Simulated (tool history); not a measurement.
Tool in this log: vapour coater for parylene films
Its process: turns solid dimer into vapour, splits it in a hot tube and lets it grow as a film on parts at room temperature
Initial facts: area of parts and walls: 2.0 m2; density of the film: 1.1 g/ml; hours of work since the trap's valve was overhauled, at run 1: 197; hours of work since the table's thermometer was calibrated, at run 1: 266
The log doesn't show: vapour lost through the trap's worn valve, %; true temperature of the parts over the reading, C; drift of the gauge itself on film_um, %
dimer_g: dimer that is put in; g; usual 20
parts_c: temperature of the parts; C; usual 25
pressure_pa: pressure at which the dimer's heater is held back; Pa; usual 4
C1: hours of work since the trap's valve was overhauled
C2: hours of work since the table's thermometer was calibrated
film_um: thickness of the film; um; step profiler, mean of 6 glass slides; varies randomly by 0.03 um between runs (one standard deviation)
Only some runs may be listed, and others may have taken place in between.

{"run": 1, "hour": 0.0, "dimer_g": 20, "parts_c": 25, "pressure_pa": 4, "C1": 197, "C2": 266, "film_um": 5.32}
{"run": 2, "hour": 8.0, "dimer_g": 20, "parts_c": 25, "pressure_pa": 4, "C1": 203, "C2": 272, "film_um": 5.37}
{"run": 3, "hour": 22.6, "dimer_g": 11, "parts_c": 25, "pressure_pa": 4, "C1": 215, "C2": 284, "film_um": 2.93}
{"run": 4, "hour": 39.1, "dimer_g": 11, "parts_c": 25, "pressure_pa": 4, "C1": 229, "C2": 298, "film_um": 2.91}
{"run": 5, "hour": 49.0, "dimer_g": 11, "parts_c": 25, "pressure_pa": 4, "C1": 237, "C2": 306, "film_um": 2.9}
{"run": 6, "hour": 66.4, "dimer_g": 20, "parts_c": 25, "pressure_pa": 4, "C1": 251, "C2": 320, "film_um": 5.3}
{"run": 7, "hour": 80.8, "dimer_g": 20, "parts_c": 25, "pressure_pa": 4, "C1": 263, "C2": 332, "film_um": 5.23}
{"run": 8, "hour": 88.8, "dimer_g": 20, "parts_c": 25, "pressure_pa": 4, "C1": 269, "C2": 338, "film_um": 5.21}
{"run": 9, "hour": 104.2, "dimer_g": 20, "parts_c": 25, "pressure_pa": 4, "C1": 282, "C2": 351, "film_um": 5.17}
{"run": 10, "hour": 117.3, "dimer_g": 20, "parts_c": 25, "pressure_pa": 4, "C1": 292, "C2": 362, "film_um": 5.18}
{"hour": 128.3, "done": "trap's valve overhauled"}
{"run": 11, "hour": 132.8, "dimer_g": 20, "parts_c": 25, "pressure_pa": 4, "C1": 4, "C2": 371, "film_um": 5.64}
{"run": 12, "hour": 151.1, "dimer_g": 20, "parts_c": 19, "pressure_pa": 4, "C1": 19, "C2": 386, "film_um": 6.45}
{"run": 13, "hour": 161.6, "dimer_g": 20, "parts_c": 32, "pressure_pa": 4, "C1": 27, "C2": 394, "film_um": 4.75}
{"run": 14, "hour": 175.7, "dimer_g": 20, "parts_c": 32, "pressure_pa": 4, "C1": 39, "C2": 406, "film_um": 4.73}
{"run": 15, "hour": 191.7, "dimer_g": 20, "parts_c": 32, "pressure_pa": 4, "C1": 52, "C2": 419, "film_um": 4.67}
{"run": 16, "hour": 200.5, "dimer_g": 20, "parts_c": 32, "pressure_pa": 4, "C1": 59, "C2": 426, "film_um": 4.74}
{"run": 17, "hour": 212.6, "dimer_g": 18, "parts_c": 25, "pressure_pa": 4, "C1": 69, "C2": 436, "film_um": 4.98}
{"run": 18, "hour": 225.3, "dimer_g": 17, "parts_c": 25, "pressure_pa": 4, "C1": 79, "C2": 446, "film_um": 4.66}
{"run": 19, "hour": 233.0, "dimer_g": 17, "parts_c": 25, "pressure_pa": 4, "C1": 85, "C2": 453, "film_um": 4.67}
{"run": 20, "hour": 247.7, "dimer_g": 17, "parts_c": 25, "pressure_pa": 4, "C1": 97, "C2": 465, "film_um": 4.64}
{"run": 21, "hour": 256.2, "dimer_g": 17, "parts_c": 25, "pressure_pa": 4, "C1": 104, "C2": 472, "film_um": 4.64}
{"run": 22, "hour": 270.2, "dimer_g": 20, "parts_c": 25, "pressure_pa": 7.95, "C1": 116, "C2": 483, "film_um": 4.62}
{"run": 23, "hour": 286.5, "dimer_g": 28, "parts_c": 25, "pressure_pa": 4, "C1": 129, "C2": 496, "film_um": 7.61}
{"run": 24, "hour": 297.5, "dimer_g": 28, "parts_c": 25, "pressure_pa": 4, "C1": 138, "C2": 505, "film_um": 7.54}
{"run": 25, "hour": 308.5, "dimer_g": 26, "parts_c": 22, "pressure_pa": 4.79, "C1": 147, "C2": 514, "film_um": 7.24}
{"run": 26, "hour": 318.8, "dimer_g": 26, "parts_c": 22, "pressure_pa": 4.79, "C1": 155, "C2": 523, "film_um": 7.24}
{"run": 27, "hour": 329.1, "dimer_g": 11, "parts_c": 31, "pressure_pa": 3.18, "C1": 164, "C2": 531, "film_um": 2.68}
{"run": 28, "hour": 338.1, "dimer_g": 8, "parts_c": 23, "pressure_pa": 3.18, "C1": 171, "C2": 538, "film_um": 2.35}
{"run": 29, "hour": 354.0, "dimer_g": 8, "parts_c": 23, "pressure_pa": 3.18, "C1": 184, "C2": 551, "film_um": 2.36}
{"run": 30, "hour": 370.4, "dimer_g": 8, "parts_c": 23, "pressure_pa": 3.18, "C1": 198, "C2": 565, "film_um": 2.38}
{"run": 31, "hour": 379.3, "dimer_g": 19, "parts_c": 17, "pressure_pa": 7.2, "C1": 205, "C2": 572, "film_um": 5.3}
{"run": 32, "hour": 393.8, "dimer_g": 20, "parts_c": 28, "pressure_pa": 4, "C1": 217, "C2": 584, "film_um": 4.92}
{"run": 33, "hour": 405.7, "dimer_g": 20, "parts_c": 21, "pressure_pa": 4, "C1": 226, "C2": 593, "film_um": 5.74}
{"run": 34, "hour": 417.3, "dimer_g": 10, "parts_c": 34, "pressure_pa": 2.59, "C1": 236, "C2": 603, "film_um": 2.31}
{"run": 35, "hour": 433.8, "dimer_g": 12, "parts_c": 30, "pressure_pa": 2.59, "C1": 249, "C2": 616, "film_um": 3.09}
{"run": 36, "hour": 451.5, "dimer_g": 14, "parts_c": 29, "pressure_pa": 2.59, "C1": 264, "C2": 631, "film_um": 3.67}
{"run": 37, "hour": 470.3, "dimer_g": 14, "parts_c": 25, "pressure_pa": 2.59, "C1": 279, "C2": 646, "film_um": 3.95}
{"run": 38, "hour": 487.6, "dimer_g": 31, "parts_c": 34, "pressure_pa": 8.42, "C1": 293, "C2": 660, "film_um": 5.48}
{"hour": 499.2, "done": "trap's valve overhauled"}
{"run": 39, "hour": 504.4, "dimer_g": 12, "parts_c": 34, "pressure_pa": 8.42, "C1": 4, "C2": 671, "film_um": 2.27}
{"run": 40, "hour": 513.7, "dimer_g": 27, "parts_c": 27, "pressure_pa": 5.67, "C1": 12, "C2": 678, "film_um": 6.62}
{"run": 41, "hour": 522.8, "dimer_g": 27, "parts_c": 27, "pressure_pa": 5.67, "C1": 19, "C2": 686, "film_um": 6.63}
{"run": 42, "hour": 530.8, "dimer_g": 20, "parts_c": 33, "pressure_pa": 7.31, "C1": 26, "C2": 692, "film_um": 4.03}
{"run": 43, "hour": 539.9, "dimer_g": 14, "parts_c": 24, "pressure_pa": 4, "C1": 33, "C2": 700, "film_um": 4}
{"run": 44, "hour": 555.9, "dimer_g": 24, "parts_c": 25, "pressure_pa": 4, "C1": 46, "C2": 713, "film_um": 6.67}
{"run": 45, "hour": 568.5, "dimer_g": 23, "parts_c": 25, "pressure_pa": 3.18, "C1": 57, "C2": 723, "film_um": 6.7}
{"run": 46, "hour": 577.1, "dimer_g": 16, "parts_c": 26, "pressure_pa": 4, "C1": 64, "C2": 730, "film_um": 4.28}
{"run": 47, "hour": 589.2, "dimer_g": 12, "parts_c": 28, "pressure_pa": 4, "C1": 73, "C2": 740, "film_um": 3.06}
{"run": 48, "hour": 599.4, "dimer_g": 9, "parts_c": 25, "pressure_pa": 4, "C1": 82, "C2": 748, "film_um": 2.48}

Predict each of these 3 candidate next runs independently; none follows another, all start after run 48:
{"run": "A", "hour": 617.9, "dimer_g": 22, "parts_c": 25, "pressure_pa": 8.42, "C1": 97, "C2": 763, "film_um": "?"}
{"run": "B", "hour": 617.9, "dimer_g": 20, "parts_c": 25, "pressure_pa": 4, "C1": 97, "C2": 763, "film_um": "?"}
{"run": "C", "hour": 617.9, "dimer_g": 20, "parts_c": 35, "pressure_pa": 4, "C1": 97, "C2": 763, "film_um": "?"}

run=A film_um=5.09
run=B film_um=5.49
run=C film_um=4.35
Without the tool's unlogged condition, the same runs would have read:
run=A film_um=5.37
run=B film_um=5.79
run=C film_um=4.59
